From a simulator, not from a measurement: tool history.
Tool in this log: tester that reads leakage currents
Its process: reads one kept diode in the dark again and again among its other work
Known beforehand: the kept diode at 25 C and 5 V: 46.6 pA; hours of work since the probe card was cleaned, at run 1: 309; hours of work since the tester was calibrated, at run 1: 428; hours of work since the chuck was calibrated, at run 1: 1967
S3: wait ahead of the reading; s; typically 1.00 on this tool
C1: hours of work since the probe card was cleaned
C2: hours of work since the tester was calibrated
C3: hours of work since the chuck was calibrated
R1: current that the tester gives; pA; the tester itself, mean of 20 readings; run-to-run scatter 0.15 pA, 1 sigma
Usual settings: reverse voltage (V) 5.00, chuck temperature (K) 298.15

run 1 hour=0.0 | reverse_voltage_(V)=5.00 chuck_temperature_(K)=298.15 S3=1.00 | C1=309 C2=428 C3=1967 | R1=40.52
run 2 hour=87.1 | reverse_voltage_(V)=5.00 chuck_temperature_(K)=298.15 S3=1.00 | C1=352 C2=471 C3=2009 | R1=40.63
run 3 hour=181.4 | reverse_voltage_(V)=5.00 chuck_temperature_(K)=298.15 S3=1.00 | C1=397 C2=516 C3=2055 | R1=40.54
-- hour=284.4 chuck's temperature calibrated
run 4 hour=298.5 | reverse_voltage_(V)=12.10 chuck_temperature_(K)=298.15 S3=1.00 | C1=453 C2=572 C3=7 | R1=72.11
run 5 hour=410.2 | reverse_voltage_(V)=12.10 chuck_temperature_(K)=298.15 S3=1.00 | C1=508 C2=627 C3=61 | R1=71.98
run 6 hour=577.3 | reverse_voltage_(V)=12.10 chuck_temperature_(K)=298.15 S3=1.00 | C1=589 C2=708 C3=142 | R1=72.70
run 7 hour=752.0 | reverse_voltage_(V)=5.00 chuck_temperature_(K)=298.15 S3=5.09 | C1=674 C2=793 C3=227 | R1=49.08
run 8 hour=905.5 | reverse_voltage_(V)=5.00 chuck_temperature_(K)=298.15 S3=5.09 | C1=748 C2=867 C3=302 | R1=48.82
run 9 hour=989.6 | reverse_voltage_(V)=5.00 chuck_temperature_(K)=298.15 S3=5.09 | C1=789 C2=908 C3=343 | R1=49.08
run 10 hour=1081.0 | reverse_voltage_(V)=5.00 chuck_temperature_(K)=298.15 S3=5.09 | C1=833 C2=952 C3=387 | R1=49.09
run 11 hour=1209.7 | reverse_voltage_(V)=5.00 chuck_temperature_(K)=298.15 S3=1.00 | C1=896 C2=1015 C3=449 | R1=49.83
run 12 hour=1324.2 | reverse_voltage_(V)=5.00 chuck_temperature_(K)=300.15 S3=1.00 | C1=952 C2=1071 C3=505 | R1=58.36
run 13 hour=1441.3 | reverse_voltage_(V)=5.00 chuck_temperature_(K)=300.15 S3=1.00 | C1=1008 C2=1127 C3=562 | R1=58.55
run 14 hour=1564.3 | reverse_voltage_(V)=5.00 chuck_temperature_(K)=300.15 S3=1.00 | C1=1068 C2=1187 C3=622 | R1=58.24
run 15 hour=1638.4 | reverse_voltage_(V)=17.99 chuck_temperature_(K)=298.15 S3=1.00 | C1=1104 C2=1223 C3=658 | R1=90.98
-- hour=1650.2 tester calibrated
run 16 hour=1764.2 | reverse_voltage_(V)=17.99 chuck_temperature_(K)=298.15 S3=1.00 | C1=1164 C2=55 C3=718 | R1=91.57
run 17 hour=1937.8 | reverse_voltage_(V)=17.99 chuck_temperature_(K)=298.15 S3=1.00 | C1=1249 C2=140 C3=802 | R1=92.53
-- hour=1955.5 tester calibrated, once more
run 18 hour=2064.8 | reverse_voltage_(V)=5.00 chuck_temperature_(K)=298.15 S3=1.00 | C1=1309 C2=53 C3=863 | R1=50.02
run 19 hour=2185.1 | reverse_voltage_(V)=5.00 chuck_temperature_(K)=298.15 S3=0.94 | C1=1368 C2=111 C3=921 | R1=49.97
run 20 hour=2260.7 | reverse_voltage_(V)=5.00 chuck_temperature_(K)=298.15 S3=0.94 | C1=1404 C2=148 C3=958 | R1=50.13
run 21 hour=2355.0 | reverse_voltage_(V)=5.00 chuck_temperature_(K)=298.15 S3=0.94 | C1=1450 C2=194 C3=1004 | R1=50.10
run 22 hour=2452.4 | reverse_voltage_(V)=2.00 chuck_temperature_(K)=310.15 S3=1.02 | C1=1498 C2=241 C3=1051 | R1=89.51
run 23 hour=2579.0 | reverse_voltage_(V)=2.00 chuck_temperature_(K)=310.15 S3=1.02 | C1=1559 C2=303 C3=1113 | R1=89.01
run 24 hour=2733.7 | reverse_voltage_(V)=2.00 chuck_temperature_(K)=310.15 S3=1.02 | C1=1634 C2=378 C3=1188 | R1=89.03
run 25 hour=2836.3 | reverse_voltage_(V)=2.00 chuck_temperature_(K)=310.15 S3=1.02 | C1=1684 C2=428 C3=1237 | R1=87.70
run 26 hour=2962.4 | reverse_voltage_(V)=1.67 chuck_temperature_(K)=300.15 S3=0.66 | C1=1745 C2=489 C3=1299 | R1=35.86
run 27 hour=3082.4 | reverse_voltage_(V)=12.91 chuck_temperature_(K)=293.15 S3=2.08 | C1=1804 C2=547 C3=1357 | R1=59.10
run 28 hour=3196.8 | reverse_voltage_(V)=3.23 chuck_temperature_(K)=298.15 S3=8.80 | C1=1859 C2=603 C3=1413 | R1=40.21
-- hour=3300.2 probe card cleaned and baked
run 29 hour=3304.3 | reverse_voltage_(V)=5.95 chuck_temperature_(K)=324.15 S3=2.84 | C1=2 C2=654 C3=1463 | R1=387.45
run 30 hour=3470.8 | reverse_voltage_(V)=6.98 chuck_temperature_(K)=300.15 S3=0.30 | C1=83 C2=735 C3=1544 | R1=59.29
run 31 hour=3557.7 | reverse_voltage_(V)=6.98 chuck_temperature_(K)=300.15 S3=0.30 | C1=125 C2=777 C3=1586 | R1=58.89
run 32 hour=3632.3 | reverse_voltage_(V)=6.98 chuck_temperature_(K)=300.15 S3=0.30 | C1=161 C2=813 C3=1623 | R1=59.01
run 33 hour=3750.2 | reverse_voltage_(V)=6.98 chuck_temperature_(K)=300.15 S3=0.30 | C1=219 C2=870 C3=1680 | R1=59.14
run 34 hour=3914.3 | reverse_voltage_(V)=5.00 chuck_temperature_(K)=295.15 S3=1.00 | C1=298 C2=950 C3=1760 | R1=32.41
run 35 hour=4076.0 | reverse_voltage_(V)=5.00 chuck_temperature_(K)=295.15 S3=1.00 | C1=377 C2=1028 C3=1838 | R1=32.44
run 36 hour=4176.5 | reverse_voltage_(V)=5.00 chuck_temperature_(K)=306.15 S3=8.02 | C1=426 C2=1077 C3=1887 | R1=82.38
run 37 hour=4298.5 | reverse_voltage_(V)=4.07 chuck_temperature_(K)=312.15 S3=3.35 | C1=485 C2=1137 C3=1946 | R1=124.80
run 38 hour=4430.6 | reverse_voltage_(V)=1.95 chuck_temperature_(K)=324.15 S3=0.86 | C1=549 C2=1201 C3=2010 | R1=245.10
run 39 hour=4567.9 | reverse_voltage_(V)=5.11 chuck_temperature_(K)=298.15 S3=1.55 | C1=616 C2=1267 C3=2077 | R1=42.46

Table of differences, measured result less the result of that run with no hidden state. Run-to-run variation is the same in both. Gauge scatter possibly is not:
What the log doesn't record here: stray current of the dirty probe card, pA a volt; current scale over the true one, %; true chuck temperature over the reading, C; drift of the gauge itself on leakage_pa, %.
run=1 R1=-6.87
run=2 R1=-6.86
run=3 R1=-6.82
run=4 R1=+4.96
run=5 R1=+5.17
run=6 R1=+5.52
run=7 R1=+2.08
run=8 R1=+2.10
run=9 R1=+2.13
run=10 R1=+2.13
run=11 R1=+2.16
run=12 R1=+1.77
run=13 R1=+1.75
run=14 R1=+1.71
run=15 R1=+12.89
run=16 R1=+13.45
run=17 R1=+14.23
run=18 R1=+2.57
run=19 R1=+2.56
run=20 R1=+2.59
run=21 R1=+2.61
run=22 R1=-4.71
run=23 R1=-5.04
run=24 R1=-5.51
run=25 R1=-5.74
run=26 R1=-1.30
run=27 R1=+15.69
run=28 R1=+0.70
run=29 R1=-44.26
run=30 R1=-7.43
run=31 R1=-7.31
run=32 R1=-7.32
run=33 R1=-7.31
run=34 R1=-3.97
run=35 R1=-3.86
run=36 R1=-12.10
run=37 R1=-19.40
run=38 R1=-39.04
run=39 R1=-5.29
